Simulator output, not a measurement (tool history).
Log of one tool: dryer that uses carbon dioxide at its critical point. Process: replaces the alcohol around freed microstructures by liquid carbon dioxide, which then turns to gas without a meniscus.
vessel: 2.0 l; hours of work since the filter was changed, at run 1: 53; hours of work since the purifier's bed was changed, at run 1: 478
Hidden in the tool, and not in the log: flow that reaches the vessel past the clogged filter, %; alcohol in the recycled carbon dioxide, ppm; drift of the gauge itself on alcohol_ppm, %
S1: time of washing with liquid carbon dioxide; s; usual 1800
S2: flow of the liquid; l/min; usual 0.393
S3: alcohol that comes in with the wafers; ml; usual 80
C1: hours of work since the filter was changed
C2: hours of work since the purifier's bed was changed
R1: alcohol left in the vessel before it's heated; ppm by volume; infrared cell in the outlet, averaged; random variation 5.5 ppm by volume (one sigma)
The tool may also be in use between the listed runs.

run 1 hour=0.0 | S1=1800 S2=0.393 S3=80 | C1=53 C2=478 | R1=272
run 2 hour=17.7 | S1=1800 S2=0.393 S3=80 | C1=60 C2=486 | R1=284
run 3 hour=51.8 | S1=1800 S2=0.393 S3=80 | C1=75 C2=500 | R1=283
run 4 hour=83.8 | S1=1800 S2=0.393 S3=80 | C1=88 C2=513 | R1=295
run 5 hour=105.6 | S1=1800 S2=0.393 S3=80 | C1=97 C2=522 | R1=296
run 6 hour=132.9 | S1=1800 S2=0.393 S3=80 | C1=108 C2=534 | R1=313
run 7 hour=152.1 | S1=1800 S2=0.393 S3=80 | C1=116 C2=542 | R1=301
run 8 hour=168.2 | S1=2280 S2=0.393 S3=80 | C1=123 C2=548 | R1=158
run 9 hour=191.3 | S1=2280 S2=0.393 S3=80 | C1=133 C2=558 | R1=163
run 10 hour=223.8 | S1=2280 S2=0.393 S3=80 | C1=146 C2=572 | R1=161
run 11 hour=261.1 | S1=2400 S2=0.393 S3=80 | C1=162 C2=587 | R1=157
run 12 hour=289.3 | S1=2400 S2=0.393 S3=80 | C1=174 C2=599 | R1=166
run 13 hour=316.1 | S1=2400 S2=0.393 S3=80 | C1=185 C2=610 | R1=169
run 14 hour=347.4 | S1=1800 S2=0.294 S3=102 | C1=198 C2=623 | R1=1558
run 15 hour=369.6 | S1=2100 S2=0.400 S3=72 | C1=207 C2=633 | R1=222
run 16 hour=405.2 | S1=2460 S2=0.393 S3=79 | C1=222 C2=647 | R1=182
run 17 hour=423.3 | S1=2460 S2=0.393 S3=79 | C1=229 C2=655 | R1=183
run 18 hour=455.7 | S1=1980 S2=0.393 S3=27 | C1=243 C2=668 | R1=189
run 19 hour=482.9 | S1=2880 S2=0.606 S3=56 | C1=254 C2=680 | R1=138
-- hour=506.3 inlet filter changed
run 20 hour=509.6 | S1=2880 S2=0.606 S3=56 | C1=1 C2=690 | R1=127
run 21 hour=545.5 | S1=2100 S2=0.267 S3=27 | C1=16 C2=705 | R1=321
run 22 hour=575.6 | S1=1800 S2=0.393 S3=54 | C1=29 C2=718 | R1=235

Some steps in R1 between neighbouring runs. How much of each would the tool show without its hidden state too (settings, what came in, random variation), and how much is left for the hidden state, with any gauge scatter that isn't in both results?
Run 13 -> 14: S1 2400 -> 1800, S2 0.393 -> 0.294, S3 80 -> 102. R1 +1389 ppm by volume: hidden state +566, all else +823.
Run 14 -> 15: S1 1800 -> 2100, S2 0.294 -> 0.400, S3 102 -> 72. R1 -1336 ppm by volume: hidden state -534, all else -802.
